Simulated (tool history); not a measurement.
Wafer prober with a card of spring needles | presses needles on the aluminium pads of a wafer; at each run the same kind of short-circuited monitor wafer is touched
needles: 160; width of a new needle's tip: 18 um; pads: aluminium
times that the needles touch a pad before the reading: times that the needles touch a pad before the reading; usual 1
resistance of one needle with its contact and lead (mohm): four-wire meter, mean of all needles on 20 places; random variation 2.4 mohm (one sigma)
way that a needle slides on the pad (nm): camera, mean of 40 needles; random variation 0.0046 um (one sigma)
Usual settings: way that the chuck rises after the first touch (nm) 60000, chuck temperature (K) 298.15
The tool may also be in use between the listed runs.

| run | hour | way that the chuck rises after the first touch (nm) | chuck temperature (K) | times that the needles touch a pad before the reading | resistance of one needle with its contact and lead (mohm) | way that a needle slides on the pad (nm) |
|---|---|---|---|---|---|---|
| 1 | 0.0 | 60000 | 298.15 | 1 | 274 | 7381 |
|  | 18.0 | tips cleaned on abrasive film |
|  | 35.6 | tips cleaned on abrasive film |
| 2 | 44.5 | 60000 | 298.15 | 1 | 274 | 7379 |
|  | 52.8 | tips cleaned on abrasive film |
|  | 71.5 | tips cleaned on abrasive film |
| 3 | 74.7 | 60000 | 298.15 | 1 | 279 | 7362 |
|  | 88.9 | tips cleaned on abrasive film |
| 4 | 94.1 | 60000 | 298.15 | 1 | 277 | 7362 |
|  | 108.5 | tips cleaned on abrasive film |
|  | 128.2 | tips cleaned on abrasive film |
| 5 | 137.8 | 60000 | 298.15 | 1 | 282 | 7356 |
|  | 146.6 | tips cleaned on abrasive film |
|  | 157.9 | height of the first contact set anew |
|  | 165.2 | tips cleaned on abrasive film |
| 6 | 170.1 | 60000 | 298.15 | 1 | 278 | 7360 |
|  | 184.0 | tips cleaned on abrasive film |
|  | 200.8 | tips cleaned on abrasive film |
| 7 | 209.4 | 43000 | 298.15 | 1 | 284 | 5265 |
|  | 219.3 | tips cleaned on abrasive film |
|  | 237.5 | tips cleaned on abrasive film |
|  | 255.4 | tips cleaned on abrasive film |
| 8 | 255.8 | 43000 | 298.15 | 1 | 283 | 5258 |
|  | 275.5 | tips cleaned on abrasive film |
|  | 293.2 | tips cleaned on abrasive film |
| 9 | 294.5 | 60000 | 382.15 | 1 | 307 | 7344 |
|  | 310.8 | tips cleaned on abrasive film |
|  | 327.6 | tips cleaned on abrasive film |
|  | 327.9 | height of the first contact set anew |
| 10 | 331.7 | 60000 | 298.15 | 2 | 276 | 7342 |
|  | 346.8 | tips cleaned on abrasive film |
| 11 | 351.6 | 60000 | 298.15 | 1 | 278 | 7335 |
|  | 366.3 | tips cleaned on abrasive film |
| 12 | 373.8 | 60000 | 298.15 | 1 | 280 | 7333 |
|  | 384.5 | tips cleaned on abrasive film |
|  | 404.7 | tips cleaned on abrasive film |
| 13 | 405.1 | 60000 | 298.15 | 1 | 274 | 7328 |
|  | 422.1 | tips cleaned on abrasive film |
| 14 | 426.4 | 60000 | 298.15 | 1 | 280 | 7322 |
|  | 437.1 | gauge calibrated |
|  | 440.6 | tips cleaned on abrasive film |
|  | 459.4 | tips cleaned on abrasive film |
| 15 | 466.9 | 60000 | 298.15 | 1 | 276 | 7366 |
|  | 477.0 | tips cleaned on abrasive film |
|  | 495.8 | tips cleaned on abrasive film |
|  | 500.2 | height of the first contact set anew |
| 16 | 501.5 | 42000 | 332.15 | 2 | 298 | 5155 |
|  | 514.2 | tips cleaned on abrasive film |
|  | 530.9 | tips cleaned on abrasive film |
| 17 | 539.3 | 72000 | 332.15 | 2 | 287 | 8831 |
|  | 549.1 | tips cleaned on abrasive film |
|  | 568.4 | tips cleaned on abrasive film |
| 18 | 569.1 | 52000 | 380.15 | 3 | 309 | 6378 |
|  | 586.7 | tips cleaned on abrasive film |
|  | 606.7 | tips cleaned on abrasive film |
| 19 | 613.1 | 40000 | 383.15 | 1 | 318 | 4903 |
|  | 625.5 | tips cleaned on abrasive film |
|  | 644.4 | tips cleaned on abrasive film |
| 20 | 651.1 | 40000 | 383.15 | 1 | 316 | 4899 |
|  | 662.3 | tips cleaned on abrasive film |
|  | 670.0 | height of the first contact set anew |
|  | 681.4 | tips cleaned on abrasive film |
| 21 | 692.8 | 68000 | 336.15 | 1 | 288 | 8322 |
|  | 700.6 | tips cleaned on abrasive film |
|  | 718.8 | tips cleaned on abrasive film |
|  | 736.0 | tips cleaned on abrasive film |
| 22 | 739.0 | 45000 | 371.15 | 3 | 308 | 5494 |
|  | 753.2 | tips cleaned on abrasive film |
| 23 | 761.9 | 45000 | 371.15 | 3 | 311 | 5496 |
|  | 771.6 | tips cleaned on abrasive film |
|  | 788.8 | tips cleaned on abrasive film |
| 24 | 801.6 | 45000 | 371.15 | 1 | 309 | 5498 |
|  | 805.7 | tips cleaned on abrasive film |
|  | 823.2 | tips cleaned on abrasive film |
| 25 | 824.3 | 45000 | 371.15 | 1 | 314 | 5493 |
|  | 839.7 | tips cleaned on abrasive film |
|  | 840.0 | height of the first contact set anew |
|  | 856.9 | tips cleaned on abrasive film |
| 26 | 856.9 | 73000 | 359.15 | 2 | 295 | 8916 |
|  | 874.7 | tips cleaned on abrasive film |
|  | 891.8 | tips cleaned on abrasive film |
| 27 | 891.8 | 57000 | 359.15 | 3 | 294 | 6955 |
|  | 908.5 | tips cleaned on abrasive film |
| 28 | 916.2 | 44000 | 298.15 | 2 | 285 | 5369 |
|  | 925.4 | tips cleaned on abrasive film |
|  | 942.7 | tips cleaned on abrasive film |
| 29 | 943.3 | 44000 | 298.15 | 2 | 284 | 5372 |

Forecast each of these 4 alternatives for the next run:
|  | 961.1 | tips cleaned on abrasive film |
| A | 964.1 | 45000 | 298.15 | 1 | ? | ? |
|  | 961.1 | tips cleaned on abrasive film |
| B | 964.1 | 63000 | 312.15 | 1 | ? | ? |
|  | 961.1 | tips cleaned on abrasive film |
| C | 964.1 | 44000 | 311.15 | 2 | ? | ? |
|  | 961.1 | tips cleaned on abrasive film |
| D | 964.1 | 67000 | 305.15 | 1 | ? | ? |

| run | resistance of one needle with its contact and lead (mohm) | way that a needle slides on the pad (nm) |
|---|---|---|
| A | 285 | 5486 |
| B | 282 | 7683 |
| C | 289 | 5366 |
| D | 282 | 8165 |
Without the tool's hidden state the same runs would have given:
| run | resistance of one needle with its contact and lead (mohm) | way that a needle slides on the pad (nm) |
|---|---|---|
| A | 285 | 5530 |
| B | 282 | 7744 |
| C | 289 | 5409 |
| D | 282 | 8230 |
